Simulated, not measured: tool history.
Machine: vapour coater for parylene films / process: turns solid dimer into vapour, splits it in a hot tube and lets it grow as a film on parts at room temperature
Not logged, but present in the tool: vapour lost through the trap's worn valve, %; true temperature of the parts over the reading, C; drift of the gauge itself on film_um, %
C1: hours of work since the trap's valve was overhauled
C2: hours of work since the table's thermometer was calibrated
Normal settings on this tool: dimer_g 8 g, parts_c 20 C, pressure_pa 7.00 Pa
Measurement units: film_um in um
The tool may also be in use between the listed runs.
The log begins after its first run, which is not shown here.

{"run": 2, "hour": 21.8, "dimer_g": 8, "parts_c": 20, "pressure_pa": 7.0, "C1": 152, "C2": 188, "film_um": 6.27}
{"run": 3, "hour": 43.5, "dimer_g": 8, "parts_c": 20, "pressure_pa": 7.0, "C1": 166, "C2": 202, "film_um": 6.34}
{"run": 4, "hour": 55.2, "dimer_g": 8, "parts_c": 26, "pressure_pa": 7.0, "C1": 174, "C2": 209, "film_um": 5.39}
{"run": 5, "hour": 68.7, "dimer_g": 8, "parts_c": 26, "pressure_pa": 2.52, "C1": 183, "C2": 218, "film_um": 6.09}
{"run": 6, "hour": 90.5, "dimer_g": 8, "parts_c": 26, "pressure_pa": 2.52, "C1": 197, "C2": 232, "film_um": 5.96}
{"run": 7, "hour": 107.9, "dimer_g": 8, "parts_c": 20, "pressure_pa": 7.0, "C1": 208, "C2": 244, "film_um": 6.25}
{"run": 8, "hour": 123.8, "dimer_g": 8, "parts_c": 20, "pressure_pa": 7.0, "C1": 219, "C2": 254, "film_um": 6.33}
{"run": 9, "hour": 143.5, "dimer_g": 8, "parts_c": 20, "pressure_pa": 10.36, "C1": 232, "C2": 267, "film_um": 5.97}
{"run": 10, "hour": 161.8, "dimer_g": 8, "parts_c": 20, "pressure_pa": 10.36, "C1": 243, "C2": 279, "film_um": 5.98}
{"run": 11, "hour": 182.8, "dimer_g": 8, "parts_c": 20, "pressure_pa": 10.36, "C1": 257, "C2": 292, "film_um": 6.0}
{"run": 12, "hour": 199.3, "dimer_g": 8, "parts_c": 13, "pressure_pa": 10.36, "C1": 268, "C2": 303, "film_um": 7.24}
{"run": 13, "hour": 211.7, "dimer_g": 8, "parts_c": 20, "pressure_pa": 3.01, "C1": 276, "C2": 311, "film_um": 6.76}
{"run": 14, "hour": 224.6, "dimer_g": 3, "parts_c": 20, "pressure_pa": 7.0, "C1": 284, "C2": 320, "film_um": 2.3}
{"run": 15, "hour": 246.7, "dimer_g": 9, "parts_c": 20, "pressure_pa": 7.0, "C1": 299, "C2": 334, "film_um": 6.94}
{"run": 16, "hour": 258.7, "dimer_g": 8, "parts_c": 20, "pressure_pa": 7.0, "C1": 307, "C2": 342, "film_um": 6.31}
{"run": 17, "hour": 280.2, "dimer_g": 5, "parts_c": 21, "pressure_pa": 6.24, "C1": 321, "C2": 356, "film_um": 3.71}
{"run": 18, "hour": 299.4, "dimer_g": 10, "parts_c": 18, "pressure_pa": 7.69, "C1": 333, "C2": 368, "film_um": 7.95}
{"hour": 324.9, "done": "trap's valve overhauled"}
{"run": 19, "hour": 325.1, "dimer_g": 5, "parts_c": 17, "pressure_pa": 7.57, "C1": 0, "C2": 382, "film_um": 3.97}

Predict the results of run 20:
{"run": 20, "hour": 346.7, "dimer_g": 6, "parts_c": 19, "pressure_pa": 7.71, "C1": 14, "C2": 396, "film_um": "?"}

film_um: 4.52 um
With no hidden state in the tool, this same run would have given film_um 5.01 um.

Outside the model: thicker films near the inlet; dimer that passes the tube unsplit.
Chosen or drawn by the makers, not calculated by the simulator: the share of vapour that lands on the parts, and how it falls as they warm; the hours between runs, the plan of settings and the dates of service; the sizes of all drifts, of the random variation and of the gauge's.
